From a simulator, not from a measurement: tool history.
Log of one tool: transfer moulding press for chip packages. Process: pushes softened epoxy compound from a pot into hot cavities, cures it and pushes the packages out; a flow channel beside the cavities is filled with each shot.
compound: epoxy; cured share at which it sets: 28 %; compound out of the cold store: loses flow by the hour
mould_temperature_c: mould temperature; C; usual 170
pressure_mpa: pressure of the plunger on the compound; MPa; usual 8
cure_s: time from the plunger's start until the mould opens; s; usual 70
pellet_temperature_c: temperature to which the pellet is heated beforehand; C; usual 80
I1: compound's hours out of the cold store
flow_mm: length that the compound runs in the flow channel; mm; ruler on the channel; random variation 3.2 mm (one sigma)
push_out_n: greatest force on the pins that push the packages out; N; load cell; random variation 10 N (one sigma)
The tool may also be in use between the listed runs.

run 1 hour=0 | mould_temperature_c=170 pressure_mpa=8 cure_s=70 pellet_temperature_c=80 | I1=21.1 | flow_mm=790 push_out_n=658
run 2 hour=31.4 | mould_temperature_c=165 pressure_mpa=8 cure_s=70 pellet_temperature_c=80 | I1=28 | flow_mm=782 push_out_n=669
run 3 hour=45.3 | mould_temperature_c=170 pressure_mpa=8 cure_s=70 pellet_temperature_c=80 | I1=29 | flow_mm=754 push_out_n=630
run 4 hour=73.8 | mould_temperature_c=170 pressure_mpa=8 cure_s=70 pellet_temperature_c=80 | I1=12.3 | flow_mm=808 push_out_n=481
run 5 hour=93.3 | mould_temperature_c=170 pressure_mpa=8 cure_s=70 pellet_temperature_c=80 | I1=24.3 | flow_mm=764 push_out_n=679
run 6 hour=124.9 | mould_temperature_c=170 pressure_mpa=8 cure_s=70 pellet_temperature_c=80 | I1=16.5 | flow_mm=857 push_out_n=512
run 7 hour=145.9 | mould_temperature_c=170 pressure_mpa=8 cure_s=80 pellet_temperature_c=80 | I1=10.2 | flow_mm=873 push_out_n=636
run 8 hour=161.1 | mould_temperature_c=170 pressure_mpa=8 cure_s=80 pellet_temperature_c=80 | I1=9 | flow_mm=880 push_out_n=723
run 9 hour=187.8 | mould_temperature_c=170 pressure_mpa=8 cure_s=80 pellet_temperature_c=80 | I1=22.4 | flow_mm=824 push_out_n=622
run 10 hour=221 | mould_temperature_c=170 pressure_mpa=7.7 cure_s=70 pellet_temperature_c=80 | I1=9.9 | flow_mm=852 push_out_n=551
run 11 hour=242.4 | mould_temperature_c=170 pressure_mpa=7.7 cure_s=70 pellet_temperature_c=80 | I1=14 | flow_mm=836 push_out_n=676
run 12 hour=277.4 | mould_temperature_c=170 pressure_mpa=7.7 cure_s=70 pellet_temperature_c=80 | I1=25.1 | flow_mm=791 push_out_n=609
run 13 hour=297.2 | mould_temperature_c=170 pressure_mpa=6.72 cure_s=70 pellet_temperature_c=80 | I1=27.3 | flow_mm=728 push_out_n=764
run 14 hour=326.7 | mould_temperature_c=170 pressure_mpa=6.72 cure_s=70 pellet_temperature_c=80 | I1=26.3 | flow_mm=724 push_out_n=630
run 15 hour=359.1 | mould_temperature_c=170 pressure_mpa=7.24 cure_s=76 pellet_temperature_c=80 | I1=22.8 | flow_mm=762 push_out_n=465
run 16 hour=377 | mould_temperature_c=170 pressure_mpa=7.24 cure_s=76 pellet_temperature_c=80 | I1=8.9 | flow_mm=802 push_out_n=608
run 17 hour=396.2 | mould_temperature_c=170 pressure_mpa=8.15 cure_s=70 pellet_temperature_c=89 | I1=35.5 | flow_mm=760 push_out_n=782
run 18 hour=418.4 | mould_temperature_c=170 pressure_mpa=8.15 cure_s=70 pellet_temperature_c=89 | I1=36.1 | flow_mm=753 push_out_n=606
run 19 hour=450.6 | mould_temperature_c=173 pressure_mpa=8 cure_s=70 pellet_temperature_c=74 | I1=19.9 | flow_mm=793 push_out_n=457
run 20 hour=467.9 | mould_temperature_c=170 pressure_mpa=8 cure_s=70 pellet_temperature_c=76 | I1=11 | flow_mm=823 push_out_n=629
run 21 hour=485.1 | mould_temperature_c=170 pressure_mpa=8 cure_s=70 pellet_temperature_c=76 | I1=33.1 | flow_mm=753 push_out_n=743
run 22 hour=519.8 | mould_temperature_c=167 pressure_mpa=7.23 cure_s=70 pellet_temperature_c=76 | I1=31.3 | flow_mm=725 push_out_n=729
run 23 hour=536 | mould_temperature_c=172 pressure_mpa=8.18 cure_s=70 pellet_temperature_c=77 | I1=18 | flow_mm=792 push_out_n=770
run 24 hour=554.9 | mould_temperature_c=169 pressure_mpa=6.64 cure_s=70 pellet_temperature_c=80 | I1=10.8 | flow_mm=748 push_out_n=602
run 25 hour=577.2 | mould_temperature_c=168 pressure_mpa=6.64 cure_s=70 pellet_temperature_c=89 | I1=32.4 | flow_mm=678 push_out_n=793
run 26 hour=608.3 | mould_temperature_c=168 pressure_mpa=6.64 cure_s=70 pellet_temperature_c=89 | I1=31.5 | flow_mm=734 push_out_n=644
run 27 hour=630.4 | mould_temperature_c=168 pressure_mpa=6.64 cure_s=70 pellet_temperature_c=89 | I1=28.9 | flow_mm=743 push_out_n=805
run 28 hour=652.8 | mould_temperature_c=168 pressure_mpa=6.64 cure_s=70 pellet_temperature_c=89 | I1=34.4 | flow_mm=725 push_out_n=605

Taken out of this log: 16 entries between the listed runs. Where each belongs, and how the hidden state differs across it:
Between runs 1 and 2: cavities cleaned with cleaning compound and waxed (hour 26)
  true mould temperature over the reading, C: 0.29 -> 0.31; pressure that reaches the compound, % of what is set: 87.57 -> 86.6; grip of the stained cavities, % over clean ones': 41.6 -> 14.1
  measured less the result without the state, flow_mm: -55 -> -60 mm; push_out_n: +191 -> +70 N
Between runs 3 and 4: cavities cleaned with cleaning compound and waxed (hour 72.2)
  true mould temperature over the reading, C: 0.32 -> 0.34; pressure that reaches the compound, % of what is set: 86.15 -> 85.22; grip of the stained cavities, % over clean ones': 39.2 -> 3.7
  measured less the result without the state, flow_mm: -60 -> -68 mm; push_out_n: +175 -> +12 N
Between runs 5 and 6: plunger's sealing rings changed (hour 107.2); cavities cleaned with cleaning compound and waxed (hour 122.2)
  true mould temperature over the reading, C: 0.35 -> 0.37; pressure that reaches the compound, % of what is set: 84.56 -> 99.21; grip of the stained cavities, % over clean ones': 45.6 -> 7.8
  measured less the result without the state, flow_mm: -68 -> -5 mm; push_out_n: +210 -> +31 N
Between runs 8 and 9: cavities cleaned with cleaning compound and waxed (hour 169.5)
  true mould temperature over the reading, C: 0.39 -> 0.41; pressure that reaches the compound, % of what is set: 98.14 -> 97.31; grip of the stained cavities, % over clean ones': 65.4 -> 42.7
  measured less the result without the state, flow_mm: -10 -> -13 mm; push_out_n: +285 -> +183 N
Between runs 9 and 10: cavities cleaned with cleaning compound and waxed (hour 216)
  true mould temperature over the reading, C: 0.41 -> 0.43; pressure that reaches the compound, % of what is set: 97.31 -> 96.31; grip of the stained cavities, % over clean ones': 42.7 -> 13
  measured less the result without the state, flow_mm: -13 -> -18 mm; push_out_n: +183 -> +57 N
Between runs 11 and 12: cavities cleaned with cleaning compound and waxed (hour 263.7)
  true mould temperature over the reading, C: 0.44 -> 0.46; pressure that reaches the compound, % of what is set: 95.62 -> 94.56; grip of the stained cavities, % over clean ones': 50.2 -> 29.1
  measured less the result without the state, flow_mm: -20 -> -24 mm; push_out_n: +220 -> +131 N
Between runs 13 and 14: cavities cleaned with cleaning compound and waxed (hour 311.1)
  true mould temperature over the reading, C: 0.47 -> 0.49; pressure that reaches the compound, % of what is set: 93.91 -> 92.98; grip of the stained cavities, % over clean ones': 59.1 -> 37.9
  measured less the result without the state, flow_mm: -25 -> -29 mm; push_out_n: +276 -> +168 N
Between runs 14 and 15: cavities cleaned with cleaning compound and waxed (hour 358.2)
  true mould temperature over the reading, C: 0.49 -> 0.51; pressure that reaches the compound, % of what is set: 92.98 -> 91.93; grip of the stained cavities, % over clean ones': 37.9 -> 3.1
  measured less the result without the state, flow_mm: -29 -> -35 mm; push_out_n: +168 -> +10 N
Between runs 17 and 18: cavities cleaned with cleaning compound and waxed (hour 404.4)
  true mould temperature over the reading, C: 0.53 -> 0.54; pressure that reaches the compound, % of what is set: 90.81 -> 90.19; grip of the stained cavities, % over clean ones': 66.5 -> 31.3
  measured less the result without the state, flow_mm: -40 -> -41 mm; push_out_n: +304 -> +137 N
Between runs 18 and 19: cavities cleaned with cleaning compound and waxed (hour 450.6)
  true mould temperature over the reading, C: 0.54 -> 0.56; pressure that reaches the compound, % of what is set: 90.19 -> 89.27; grip of the stained cavities, % over clean ones': 31.3 -> 3.1
  measured less the result without the state, flow_mm: -41 -> -48 mm; push_out_n: +137 -> +9 N
Between runs 21 and 22: cavities cleaned with cleaning compound and waxed (hour 497.4)
  true mould temperature over the reading, C: 0.58 -> 0.61; pressure that reaches the compound, % of what is set: 88.14 -> 87.08; grip of the stained cavities, % over clean ones': 62.3 -> 47.6
  measured less the result without the state, flow_mm: -52 -> -55 mm; push_out_n: +279 -> +220 N
Between runs 23 and 24: cavities cleaned with cleaning compound and waxed (hour 545)
  true mould temperature over the reading, C: 0.62 -> 0.63; pressure that reaches the compound, % of what is set: 86.56 -> 85.99; grip of the stained cavities, % over clean ones': 67.5 -> 24.1
  measured less the result without the state, flow_mm: -62 -> -61 mm; push_out_n: +305 -> +105 N
Between runs 25 and 26: cavities cleaned with cleaning compound and waxed (hour 591.3); plunger's sealing rings changed (hour 606.7)
  true mould temperature over the reading, C: 0.64 -> 0.66; pressure that reaches the compound, % of what is set: 85.24 -> 99.77; grip of the stained cavities, % over clean ones': 59.9 -> 31.2
  measured less the result without the state, flow_mm: -59 -> -4 mm; push_out_n: +285 -> +143 N
Between runs 27 and 28: cavities cleaned with cleaning compound and waxed (hour 641.4)
  true mould temperature over the reading, C: 0.67 -> 0.68; pressure that reaches the compound, % of what is set: 99.02 -> 98.35; grip of the stained cavities, % over clean ones': 64 -> 25.9
  measured less the result without the state, flow_mm: -6 -> -9 mm; push_out_n: +301 -> +112 N
